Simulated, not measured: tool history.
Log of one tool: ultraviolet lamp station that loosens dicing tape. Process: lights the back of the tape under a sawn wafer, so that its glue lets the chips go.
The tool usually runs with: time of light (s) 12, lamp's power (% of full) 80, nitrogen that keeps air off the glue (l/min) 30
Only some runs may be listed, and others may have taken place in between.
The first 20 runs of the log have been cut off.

run     day  time of light (s)  lamp's power (% of full)  nitrogen that keeps air off the glue (l/min)  force that peels the tape off (N)  light that reached the tape (mJ/cm2)
 21  43.433                 23                        71                                            11                              0.568                                   541
 22    46.2                  8                        64                                            10                              1.903                                   165
 23  48.171                  6                        97                                            10                              1.946                                   185
 24  51.096                  6                        97                                            10                              1.908                                   178
 25    52.7                  6                        97                                            10                              1.962                                   178
 26  54.704                 12                        80                                            36                              0.757                                   289
 27  57.729                 12                        80                                            31                              0.847                                   282
 28  60.371                 12                        92                                            41                               0.67                                   318
 29  62.383                 12                        92                                            41                              0.676                                   315
 30  65.367                 20                        92                                            20                              0.436                                   506
 31    67.3                 17                        64                                            13                              1.135                                   295
 32  69.308                 19                        64                                            13                              1.081                                   320

Below are 5 alternative next runs, each starting from the tool's condition after run 32. Predict each:
     71.688  -- window cleaned of glue's vapour
  A  72.554                  6                        81                                            22                                  ?                                     ?
     71.688  -- window cleaned of glue's vapour
  B  72.554                 12                        97                                            34                                  ?                                     ?
     71.688  -- window cleaned of glue's vapour
  C  72.554                 19                        60                                            13                                  ?                                     ?
     71.688  -- window cleaned of glue's vapour
  D  72.554                  9                        74                                            31                                  ?                                     ?
     71.688  -- window cleaned of glue's vapour
  E  72.554                 12                        67                                            40                                  ?                                     ?

run  force that peels the tape off (N)  light that reached the tape (mJ/cm2)
  A                              1.865                                   140
  B                              0.645                                   335
  C                              0.988                                   326
  D                              1.333                                   194
  E                              1.003                                   237
Stripped of hidden state, with their random variation kept, the same runs would have yielded:
run  force that peels the tape off (N)  light that reached the tape (mJ/cm2)
  A                              1.227                                   236
  B                              0.252                                   563
  C                              0.465                                   551
  D                              0.711                                   326
  E                              0.461                                   396
